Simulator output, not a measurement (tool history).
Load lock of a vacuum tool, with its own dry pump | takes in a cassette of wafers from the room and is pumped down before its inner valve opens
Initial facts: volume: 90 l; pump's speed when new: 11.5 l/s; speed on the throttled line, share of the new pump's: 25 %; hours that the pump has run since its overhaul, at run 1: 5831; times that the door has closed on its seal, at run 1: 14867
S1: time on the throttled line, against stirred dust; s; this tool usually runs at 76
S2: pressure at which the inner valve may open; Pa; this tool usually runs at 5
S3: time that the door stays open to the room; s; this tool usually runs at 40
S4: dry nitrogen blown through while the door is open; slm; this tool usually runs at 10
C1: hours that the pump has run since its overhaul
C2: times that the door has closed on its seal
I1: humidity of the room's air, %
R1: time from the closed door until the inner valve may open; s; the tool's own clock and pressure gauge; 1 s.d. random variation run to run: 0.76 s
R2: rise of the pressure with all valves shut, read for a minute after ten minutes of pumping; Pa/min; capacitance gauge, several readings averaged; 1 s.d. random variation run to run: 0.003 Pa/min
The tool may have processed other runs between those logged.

Run 1, hour 0: usual settings; C1 5831; C2 14867; I1 45. Result: R1 135.6 s, R2 0.01 Pa/min.
Run 2, hour 82.2: usual settings; C1 5913; C2 15159; I1 43. Result: R1 136.7 s, R2 0.014 Pa/min.
Run 3, hour 205.5: usual settings; C1 6036; C2 15597; I1 45.1. Result: R1 134.6 s, R2 0.018 Pa/min.
Run 4, hour 345.7: usual settings; C1 6176; C2 16096; I1 42.7. Result: R1 134.3 s, R2 0.016 Pa/min.
Run 5, hour 438.1: usual settings; C1 6269; C2 16424; I1 43.2. Result: R1 135 s, R2 0.019 Pa/min.
Run 6, hour 568.3: usual settings; C1 6399; C2 16887; I1 44.8. Result: R1 136.1 s, R2 0.014 Pa/min.
Run 7, hour 717.5: usual settings; C1 6548; C2 17418; I1 47.7. Result: R1 136.2 s, R2 0.011 Pa/min.
Run 8, hour 808.9: usual settings but S1 136 s; C1 6640; C2 17743; I1 43. Result: R1 178.9 s, R2 0.015 Pa/min.
Run 9, hour 901.4: usual settings but S1 41 s, S2 7 Pa; C1 6732; C2 18072; I1 46. Result: R1 106.5 s, R2 0.009 Pa/min.
Run 10, hour 972.4: usual settings but S1 41 s, S2 4 Pa, S4 13 slm; C1 6803; C2 18324; I1 44.2. Result: R1 111 s, R2 0.013 Pa/min.
Run 11, hour 1148.2: usual settings but S1 69 s, S2 4 Pa, S4 27 slm; C1 6979; C2 18949; I1 47.7. Result: R1 132.1 s, R2 0.009 Pa/min.
Run 12, hour 1291.2: usual settings but S1 69 s, S2 4 Pa, S4 27 slm; C1 7122; C2 19458; I1 45.8. Result: R1 132.4 s, R2 0.009 Pa/min.
Run 13, hour 1467.8: usual settings but S1 69 s, S2 4 Pa, S4 27 slm; C1 7299; C2 20086; I1 48.2. Result: R1 131.8 s, R2 0.012 Pa/min.
Run 14, hour 1569.3: usual settings but S1 69 s, S2 4 Pa, S4 27 slm; C1 7400; C2 20447; I1 43.5. Result: R1 131.5 s, R2 0.012 Pa/min.
Run 15, hour 1699.9: usual settings but S1 102 s, S4 8 slm; C1 7531; C2 20911; I1 46.3. Result: R1 157 s, R2 0.015 Pa/min.
Run 16, hour 1825.5: usual settings but S1 102 s, S4 8 slm; C1 7656; C2 21358; I1 45.6. Result: R1 154.9 s, R2 0.011 Pa/min.

Predict each of these 5 candidate next runs independently; none follows another, all start after run 16:
Run A, hour 1906: usual settings but S1 72 s, S2 6 Pa, S4 8 slm; C1 7737; C2 21644; I1 44.2. Result: R1 ?, R2 ?.
Run B, hour 1906: usual settings but S1 102 s, S3 50 s, S4 8 slm; C1 7737; C2 21644; I1 48. Result: R1 ?, R2 ?.
Run C, hour 1906: usual settings but S1 42 s, S3 44 s; C1 7737; C2 21644; I1 46. Result: R1 ?, R2 ?.
Run D, hour 1906: usual settings but S1 102 s, S3 106 s, S4 8 slm; C1 7737; C2 21644; I1 43.4. Result: R1 ?, R2 ?.
Run E, hour 1906: usual settings but S4 29 slm; C1 7737; C2 21644; I1 42.5. Result: R1 ?, R2 ?.

run     R1     R2
  A  130.8  0.018
  B  157.9  0.017
  C  109.9  0.009
  D  154.3  0.027
  E  135.3   0.01
Without the tool's hidden state the same runs would have given:
run     R1     R2
  A  130.8  0.018
  B  157.8  0.017
  C  109.9  0.009
  D  154.3  0.027
  E  135.2  0.009
